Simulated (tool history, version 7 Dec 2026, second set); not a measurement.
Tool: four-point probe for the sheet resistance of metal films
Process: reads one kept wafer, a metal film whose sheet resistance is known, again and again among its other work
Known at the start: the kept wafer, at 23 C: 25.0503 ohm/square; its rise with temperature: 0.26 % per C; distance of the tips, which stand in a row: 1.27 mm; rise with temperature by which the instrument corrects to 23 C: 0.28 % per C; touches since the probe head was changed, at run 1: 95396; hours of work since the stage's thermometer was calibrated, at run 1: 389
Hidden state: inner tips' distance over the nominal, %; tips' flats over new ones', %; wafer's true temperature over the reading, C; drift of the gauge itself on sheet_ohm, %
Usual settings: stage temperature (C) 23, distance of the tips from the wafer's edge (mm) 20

run	hour	stage temperature (C)	distance of the tips from the wafer's edge (mm)	touches since the probe head was changed	hours of work since the stage's thermometer was calibrated	sheet resistance as the instrument gives it (ohm/square)
1	0	23	20	95396	389	24.842503
2	28.9	23	20	96300	400	24.840331
3	58.9	23	20	97240	412	24.844145
4	90.5	23	20	98229	425	24.83678
5	113.8	23	20	98959	435	24.834282
6	131.9	23	20	99524	442	24.829578
7	159.9	23	20	100403	453	24.82928
8	182.2	34	20	101101	462	24.758057
9	218.6	34	20	102238	477	24.73641
10	248.4	23	53	103173	489	24.772691
11	286.3	23	53	104358	505	24.758016
12	315.4	23	53	105268	516	24.756933
13	334.5	23	53	105869	524	24.756874
# hour 374.1: new probe head fitted
14	376.5	23	53	75	541	25.172037
15	400.7	23	53	834	550	25.153808
16	439.8	23	53	2057	566	25.149946
17	480.5	23	53	3331	583	25.148427
18	514.8	20	29	4407	597	25.1948
19	551.5	19	43	5554	612	25.169079
20	574.6	24	4	6280	621	26.408041
21	593.9	23	30	6884	629	25.146864
22	614.3	21	33	7520	637	25.151663
23	633	21	33	8107	645	25.155544
24	672	28	7	9327	660	25.521984
25	692	34	3	9954	668	27.219157
26	731.3	31	19	11184	684	25.122596
27	760.3	31	19	12091	696	25.110023
28	798.5	31	19	13288	712	25.110044
29	832.2	23	32	14344	725	25.114272
30	863.9	23	32	15336	738	25.111251
31	881.6	23	32	15888	745	25.114204
32	916.7	23	32	16988	759	25.111287
33	933.5	23	32	17514	766	25.107737

3 ways to go on from here, each from the tool as it stands after run 33. What would each give?
A	952.2	23	3	18101	774	?
B	952.2	18	12	18101	774	?
C	952.2	23	21	18101	774	?

run	sheet resistance as the instrument gives it (ohm/square)
A	27.275483
B	25.268016
C	25.131449
Without the tool's hidden state the same runs would have given:
run	sheet resistance as the instrument gives it (ohm/square)
A	27.240151
B	25.235131
C	25.098565
